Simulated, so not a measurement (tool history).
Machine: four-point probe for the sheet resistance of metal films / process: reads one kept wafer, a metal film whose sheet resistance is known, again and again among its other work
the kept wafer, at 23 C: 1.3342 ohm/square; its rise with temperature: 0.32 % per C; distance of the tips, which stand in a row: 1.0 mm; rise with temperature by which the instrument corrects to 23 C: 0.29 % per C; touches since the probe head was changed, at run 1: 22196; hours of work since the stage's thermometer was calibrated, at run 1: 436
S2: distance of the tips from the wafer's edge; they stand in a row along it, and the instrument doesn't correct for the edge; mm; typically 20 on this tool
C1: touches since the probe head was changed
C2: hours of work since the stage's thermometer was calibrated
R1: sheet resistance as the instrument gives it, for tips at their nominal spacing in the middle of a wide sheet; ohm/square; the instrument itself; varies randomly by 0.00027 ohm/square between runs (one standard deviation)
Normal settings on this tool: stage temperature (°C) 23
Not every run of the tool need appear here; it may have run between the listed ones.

run 1 hour=0.0 | stage_temperature_(°C)=23 S2=20 | C1=22196 C2=436 | R1=1.328465
run 2 hour=49.7 | stage_temperature_(°C)=23 S2=23 | C1=22783 C2=459 | R1=1.327750
run 3 hour=84.6 | stage_temperature_(°C)=23 S2=23 | C1=23196 C2=475 | R1=1.327603
run 4 hour=134.5 | stage_temperature_(°C)=23 S2=4 | C1=23786 C2=499 | R1=1.369243
run 5 hour=164.6 | stage_temperature_(°C)=23 S2=4 | C1=24143 C2=512 | R1=1.369122
run 6 hour=223.4 | stage_temperature_(°C)=23 S2=12 | C1=24838 C2=540 | R1=1.330601
run 7 hour=268.8 | stage_temperature_(°C)=23 S2=20 | C1=25375 C2=561 | R1=1.327542
run 8 hour=308.2 | stage_temperature_(°C)=23 S2=16 | C1=25840 C2=579 | R1=1.328046
run 9 hour=342.4 | stage_temperature_(°C)=23 S2=38 | C1=26245 C2=595 | R1=1.326019
run 10 hour=393.5 | stage_temperature_(°C)=23 S2=66 | C1=26850 C2=618 | R1=1.325602
run 11 hour=425.8 | stage_temperature_(°C)=19 S2=20 | C1=27232 C2=633 | R1=1.325043
run 12 hour=476.3 | stage_temperature_(°C)=19 S2=20 | C1=27829 C2=656 | R1=1.324610
run 13 hour=504.3 | stage_temperature_(°C)=19 S2=20 | C1=28160 C2=669 | R1=1.324644
run 14 hour=543.0 | stage_temperature_(°C)=19 S2=15 | C1=28618 C2=687 | R1=1.325582
run 15 hour=584.2 | stage_temperature_(°C)=19 S2=15 | C1=29105 C2=706 | R1=1.326063
run 16 hour=620.5 | stage_temperature_(°C)=19 S2=15 | C1=29534 C2=723 | R1=1.326064
run 17 hour=675.9 | stage_temperature_(°C)=26 S2=20 | C1=30189 C2=749 | R1=1.327038
run 18 hour=719.9 | stage_temperature_(°C)=23 S2=20 | C1=30709 C2=769 | R1=1.325765
run 19 hour=756.1 | stage_temperature_(°C)=23 S2=20 | C1=31137 C2=786 | R1=1.325181
run 20 hour=801.2 | stage_temperature_(°C)=27 S2=20 | C1=31672 C2=806 | R1=1.327058
run 21 hour=836.7 | stage_temperature_(°C)=23 S2=8 | C1=32092 C2=823 | R1=1.334700
run 22 hour=877.9 | stage_temperature_(°C)=29 S2=20 | C1=32578 C2=842 | R1=1.327673
run 23 hour=940.2 | stage_temperature_(°C)=23 S2=39 | C1=33316 C2=871 | R1=1.323408
run 24 hour=979.8 | stage_temperature_(°C)=30 S2=4 | C1=33783 C2=889 | R1=1.369211
run 25 hour=1033.7 | stage_temperature_(°C)=30 S2=4 | C1=34421 C2=914 | R1=1.368464
run 26 hour=1070.3 | stage_temperature_(°C)=30 S2=4 | C1=34853 C2=931 | R1=1.368266
run 27 hour=1114.5 | stage_temperature_(°C)=32 S2=21 | C1=35376 C2=951 | R1=1.327605
run 28 hour=1151.0 | stage_temperature_(°C)=18 S2=9 | C1=35809 C2=968 | R1=1.329043
run 29 hour=1213.5 | stage_temperature_(°C)=32 S2=4 | C1=36547 C2=997 | R1=1.368433
run 30 hour=1265.2 | stage_temperature_(°C)=32 S2=4 | C1=37159 C2=1021 | R1=1.368591
run 31 hour=1306.0 | stage_temperature_(°C)=27 S2=20 | C1=37641 C2=1040 | R1=1.324284
run 32 hour=1349.2 | stage_temperature_(°C)=33 S2=60 | C1=38152 C2=1060 | R1=1.325621
run 33 hour=1406.5 | stage_temperature_(°C)=33 S2=60 | C1=38830 C2=1086 | R1=1.325225
run 34 hour=1438.7 | stage_temperature_(°C)=33 S2=36 | C1=39211 C2=1101 | R1=1.325815
run 35 hour=1494.0 | stage_temperature_(°C)=34 S2=14 | C1=39864 C2=1126 | R1=1.329441
run 36 hour=1549.5 | stage_temperature_(°C)=21 S2=14 | C1=40521 C2=1152 | R1=1.323384
run 37 hour=1593.2 | stage_temperature_(°C)=21 S2=14 | C1=41038 C2=1172 | R1=1.323514
run 38 hour=1634.6 | stage_temperature_(°C)=21 S2=14 | C1=41527 C2=1191 | R1=1.322752
run 39 hour=1688.3 | stage_temperature_(°C)=33 S2=37 | C1=42162 C2=1216 | R1=1.324800
run 40 hour=1729.3 | stage_temperature_(°C)=20 S2=37 | C1=42648 C2=1235 | R1=1.318938
run 41 hour=1791.9 | stage_temperature_(°C)=19 S2=9 | C1=43388 C2=1264 | R1=1.327108
run 42 hour=1843.1 | stage_temperature_(°C)=26 S2=9 | C1=43993 C2=1288 | R1=1.329508
run 43 hour=1894.5 | stage_temperature_(°C)=30 S2=20 | C1=44601 C2=1311 | R1=1.323411

Selected run-to-run steps in R1, each split into two signed amounts: the part the tool would show with no hidden state at all (from settings, incoming material and random variation), and the remainder, which goes to the hidden state together with any gauge scatter not common to the measured and the hidden-state-free results:
Unlogged tool condition in this case: inner tips' distance over the nominal, %; tips' flats over new ones', %; wafer's true temperature over the reading, C; drift of the gauge itself on sheet_ohm, %.
Run 3 -> 4: S2 23 -> 4. R1 +0.041640 ohm/square: hidden state -0.000446, all else +0.042086.
Run 23 -> 24: stage temperature (°C) 23 -> 30, S2 39 -> 4. R1 +0.045803 ohm/square: hidden state -0.000508, all else +0.046311.
Run 28 -> 29: stage temperature (°C) 18 -> 32, S2 9 -> 4. R1 +0.039390 ohm/square: hidden state -0.000550, all else +0.039940.
Run 30 -> 31: stage temperature (°C) 32 -> 27, S2 4 -> 20. R1 -0.044307 ohm/square: hidden state +0.000214, all else -0.044521.
